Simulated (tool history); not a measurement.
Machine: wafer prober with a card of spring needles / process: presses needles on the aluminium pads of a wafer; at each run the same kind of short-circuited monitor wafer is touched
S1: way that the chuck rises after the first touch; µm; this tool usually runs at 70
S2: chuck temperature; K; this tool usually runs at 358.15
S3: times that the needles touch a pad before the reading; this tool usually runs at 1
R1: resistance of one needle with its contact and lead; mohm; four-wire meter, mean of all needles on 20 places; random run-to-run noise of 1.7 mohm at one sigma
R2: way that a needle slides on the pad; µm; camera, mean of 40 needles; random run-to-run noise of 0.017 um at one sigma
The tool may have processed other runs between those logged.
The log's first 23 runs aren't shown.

| run | hour | S1 | S2 | S3 | R1 | R2 |
|---|---|---|---|---|---|---|
| 24 | 317.9 | 79 | 323.15 | 3 | 190 | 19.06 |
| 25 | 327.2 | 79 | 323.15 | 3 | 192 | 19.02 |
|  | 337.9 | tips cleaned on abrasive film |
| 26 | 340.8 | 79 | 323.15 | 3 | 172 | 19.05 |
| 27 | 356.6 | 85 | 307.15 | 1 | 234 | 20.44 |
| 28 | 366.9 | 85 | 307.15 | 1 | 239 | 20.47 |
|  | 373.1 | tips cleaned on abrasive film |
| 29 | 378.7 | 85 | 307.15 | 1 | 202 | 20.46 |
| 30 | 387.7 | 72 | 341.15 | 2 | 213 | 17.28 |
| 31 | 400.4 | 70 | 341.15 | 2 | 218 | 16.84 |
|  | 409.4 | tips cleaned on abrasive film |
| 32 | 410.1 | 84 | 358.15 | 2 | 177 | 20.18 |
| 33 | 426.2 | 58 | 334.15 | 1 | 257 | 13.94 |
| 34 | 442.6 | 58 | 334.15 | 1 | 272 | 13.90 |

Forecast each of these 3 alternatives for the next run:
|  | 445.3 | tips cleaned on abrasive film |
| A | 450.9 | 67 | 334.15 | 1 | ? | ? |
|  | 445.3 | tips cleaned on abrasive film |
| B | 450.9 | 58 | 334.15 | 1 | ? | ? |
|  | 445.3 | tips cleaned on abrasive film |
| C | 450.9 | 70 | 366.15 | 1 | ? | ? |

| run | R1 | R2 |
|---|---|---|
| A | 212 | 16.07 |
| B | 216 | 13.87 |
| C | 216 | 16.78 |
Without the tool's unlogged condition, the same runs would have read:
| run | R1 | R2 |
|---|---|---|
| A | 167 | 16.20 |
| B | 164 | 14.00 |
| C | 173 | 16.91 |
